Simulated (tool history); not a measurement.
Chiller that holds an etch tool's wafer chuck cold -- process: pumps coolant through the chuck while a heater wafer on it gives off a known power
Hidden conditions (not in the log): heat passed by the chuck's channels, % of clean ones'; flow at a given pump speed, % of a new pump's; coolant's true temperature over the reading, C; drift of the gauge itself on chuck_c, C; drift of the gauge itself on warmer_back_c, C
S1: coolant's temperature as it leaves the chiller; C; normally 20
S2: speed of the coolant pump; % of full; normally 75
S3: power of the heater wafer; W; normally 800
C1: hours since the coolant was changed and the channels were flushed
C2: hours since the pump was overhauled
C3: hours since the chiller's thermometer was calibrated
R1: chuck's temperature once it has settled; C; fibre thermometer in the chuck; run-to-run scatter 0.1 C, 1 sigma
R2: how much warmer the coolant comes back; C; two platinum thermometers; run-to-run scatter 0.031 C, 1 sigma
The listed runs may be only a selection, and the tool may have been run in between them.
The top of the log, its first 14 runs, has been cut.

run 15 hour=899.2 | S1=15 S2=75 S3=800 | C1=6474 C2=2444 C3=3608 | R1=22.1 R2=2.09
run 16 hour=958.2 | S1=20 S2=75 S3=800 | C1=6533 C2=2503 C3=3667 | R1=27.2 R2=2.15
-- hour=966.9 chiller's thermometer calibrated
run 17 hour=1017.2 | S1=20 S2=75 S3=800 | C1=6591 C2=2561 C3=50 | R1=27.1 R2=2.11
run 18 hour=1098 | S1=20 S2=73 S3=800 | C1=6671 C2=2641 C3=131 | R1=27.3 R2=2.12
run 19 hour=1174.7 | S1=11 S2=93 S3=800 | C1=6748 C2=2718 C3=208 | R1=17.1 R2=1.64
run 20 hour=1268.7 | S1=20 S2=81 S3=583 | C1=6842 C2=2812 C3=302 | R1=24.8 R2=1.42
run 21 hour=1317.6 | S1=20 S2=81 S3=583 | C1=6891 C2=2861 C3=351 | R1=25.1 R2=1.38
run 22 hour=1406.9 | S1=29 S2=92 S3=843 | C1=6980 C2=2950 C3=440 | R1=35.5 R2=1.79
run 23 hour=1492.7 | S1=12 S2=88 S3=591 | C1=7066 C2=3036 C3=526 | R1=16.7 R2=1.36
run 24 hour=1533.7 | S1=23 S2=78 S3=800 | C1=7107 C2=3077 C3=567 | R1=30.1 R2=1.99
run 25 hour=1581.7 | S1=18 S2=75 S3=800 | C1=7155 C2=3125 C3=615 | R1=25.2 R2=2.09
run 26 hour=1663.8 | S1=11 S2=96 S3=1096 | C1=7237 C2=3207 C3=697 | R1=19.4 R2=2.17
run 27 hour=1737.9 | S1=20 S2=86 S3=656 | C1=7311 C2=3281 C3=771 | R1=25.3 R2=1.53
run 28 hour=1823.7 | S1=27 S2=70 S3=1071 | C1=7397 C2=3367 C3=857 | R1=37.1 R2=2.95
run 29 hour=1883.1 | S1=25 S2=75 S3=1150 | C1=7457 C2=3427 C3=916 | R1=35.3 R2=3.02
run 30 hour=1944.1 | S1=20 S2=76 S3=800 | C1=7518 C2=3487 C3=977 | R1=27.1 R2=2.09
run 31 hour=1984.5 | S1=20 S2=76 S3=800 | C1=7558 C2=3528 C3=1018 | R1=27 R2=2.08

What if the next run were any one of these 5? Each begins from the tool's condition after run 31:
run A hour=2041.9 | S1=20 S2=73 S3=1159 | C1=7615 C2=3585 C3=1075 | R1=? R2=?
run B hour=2041.9 | S1=10 S2=75 S3=415 | C1=7615 C2=3585 C3=1075 | R1=? R2=?
run C hour=2041.9 | S1=20 S2=97 S3=800 | C1=7615 C2=3585 C3=1075 | R1=? R2=?
run D hour=2041.9 | S1=20 S2=76 S3=1033 | C1=7615 C2=3585 C3=1075 | R1=? R2=?
run E hour=2041.9 | S1=18 S2=75 S3=743 | C1=7615 C2=3585 C3=1075 | R1=? R2=?

run=A R1=30.6 R2=3.12
run=B R1=13.8 R2=1.09
run=C R1=26.1 R2=1.59
run=D R1=29.2 R2=2.69
run=E R1=24.5 R2=1.92
With the hidden condition removed and each run's random variation left untouched, the same runs would have given:
run=A R1=30.6 R2=3.11
run=B R1=13.8 R2=1.08
run=C R1=26.1 R2=1.58
run=D R1=29.2 R2=2.68
run=E R1=24.5 R2=1.92
